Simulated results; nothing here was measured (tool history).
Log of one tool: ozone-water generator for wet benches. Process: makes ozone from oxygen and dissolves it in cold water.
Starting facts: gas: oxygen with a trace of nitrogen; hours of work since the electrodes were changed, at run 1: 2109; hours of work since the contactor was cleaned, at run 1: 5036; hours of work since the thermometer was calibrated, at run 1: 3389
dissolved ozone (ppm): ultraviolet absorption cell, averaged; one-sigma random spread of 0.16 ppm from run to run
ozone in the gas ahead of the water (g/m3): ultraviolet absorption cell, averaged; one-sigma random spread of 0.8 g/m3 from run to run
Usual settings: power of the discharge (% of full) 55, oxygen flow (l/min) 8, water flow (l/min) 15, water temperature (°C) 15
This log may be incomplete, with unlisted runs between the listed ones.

| run | hour | power of the discharge (% of full) | oxygen flow (l/min) | water flow (l/min) | water temperature (°C) | hours of work since the electrodes were changed | hours of work since the contactor was cleaned | hours of work since the thermometer was calibrated | dissolved ozone (ppm) | ozone in the gas ahead of the water (g/m3) |
|---|---|---|---|---|---|---|---|---|---|---|
| 1 | 0 | 55 | 8 | 15 | 15 | 2109 | 5036 | 3389 | 18.5 | 119.4 |
| 2 | 63.7 | 55 | 8 | 15 | 12 | 2169 | 5095 | 3449 | 19.7 | 120.8 |
| 3 | 114.4 | 65 | 8 | 15 | 15 | 2216 | 5142 | 3496 | 21.3 | 135.6 |
| 4 | 143.9 | 65 | 8 | 15 | 15 | 2244 | 5170 | 3524 | 21 | 134.5 |
| 5 | 213.2 | 85 | 8 | 15 | 15 | 2308 | 5235 | 3589 | 25.9 | 161.4 |
| 6 | 256.6 | 85 | 8 | 15 | 15 | 2349 | 5275 | 3629 | 25.9 | 165.3 |
|  | 305 | contactor cleaned |
| 7 | 329 | 85 | 8 | 14 | 15 | 2413 | 22 | 3693 | 27.5 | 162.1 |
| 8 | 380.4 | 85 | 8 | 14 | 15 | 2461 | 70 | 3741 | 27.2 | 162.1 |
| 9 | 452.6 | 85 | 8 | 14 | 15 | 2528 | 138 | 3808 | 27.4 | 163.1 |
| 10 | 488 | 85 | 8 | 14 | 15 | 2561 | 171 | 3841 | 27.4 | 162.9 |
| 11 | 517.7 | 55 | 8 | 15 | 15 | 2589 | 199 | 3869 | 19.1 | 118 |
| 12 | 552.4 | 55 | 8 | 15 | 15 | 2621 | 231 | 3902 | 19 | 118.6 |
| 13 | 601.3 | 55 | 4.53 | 15 | 15 | 2667 | 277 | 3947 | 20.6 | 164.8 |
| 14 | 674.2 | 55 | 4.53 | 15 | 15 | 2735 | 345 | 4015 | 20.5 | 167 |
| 15 | 729.4 | 55 | 4.53 | 13 | 15 | 2787 | 396 | 4067 | 22.8 | 167.4 |
|  | 760.5 | water thermometer calibrated |
| 16 | 779.9 | 55 | 8 | 15 | 15 | 2833 | 443 | 18 | 18.7 | 118.5 |
| 17 | 839.7 | 55 | 8 | 15 | 16 | 2889 | 499 | 74 | 18.5 | 118 |
| 18 | 896.9 | 55 | 8 | 15 | 16 | 2943 | 552 | 127 | 18.6 | 117.9 |
| 19 | 958.6 | 55 | 8 | 15 | 16 | 3000 | 610 | 185 | 18.6 | 119.1 |
| 20 | 995.6 | 54 | 8.33 | 15 | 15 | 3035 | 644 | 220 | 18.1 | 113.5 |
| 21 | 1057.4 | 65 | 8 | 15 | 15 | 3092 | 702 | 277 | 21.5 | 132.2 |
| 22 | 1120.1 | 65 | 8 | 15 | 15 | 3151 | 761 | 336 | 20.9 | 132.6 |
| 23 | 1152.6 | 65 | 8 | 15 | 15 | 3181 | 791 | 366 | 21.2 | 131.1 |
| 24 | 1187.2 | 55 | 7.23 | 15 | 15 | 3214 | 823 | 398 | 19.1 | 124.6 |
| 25 | 1253.8 | 55 | 7.23 | 15 | 15 | 3276 | 885 | 461 | 18.9 | 125.5 |

For run 26, what comes out?
| 26 | 1317.2 | 44 | 8 | 15 | 13 | 3335 | 945 | 520 | ? | ? |

{"run 26": {"dissolved ozone (ppm)": 16.5, "ozone in the gas ahead of the water (g/m3)": 101.4}}
Take away the tool's hidden state, keep the run-to-run variation as it was, and the same run would have given dissolved ozone (ppm) 17.5, ozone in the gas ahead of the water (g/m3) 106.9.

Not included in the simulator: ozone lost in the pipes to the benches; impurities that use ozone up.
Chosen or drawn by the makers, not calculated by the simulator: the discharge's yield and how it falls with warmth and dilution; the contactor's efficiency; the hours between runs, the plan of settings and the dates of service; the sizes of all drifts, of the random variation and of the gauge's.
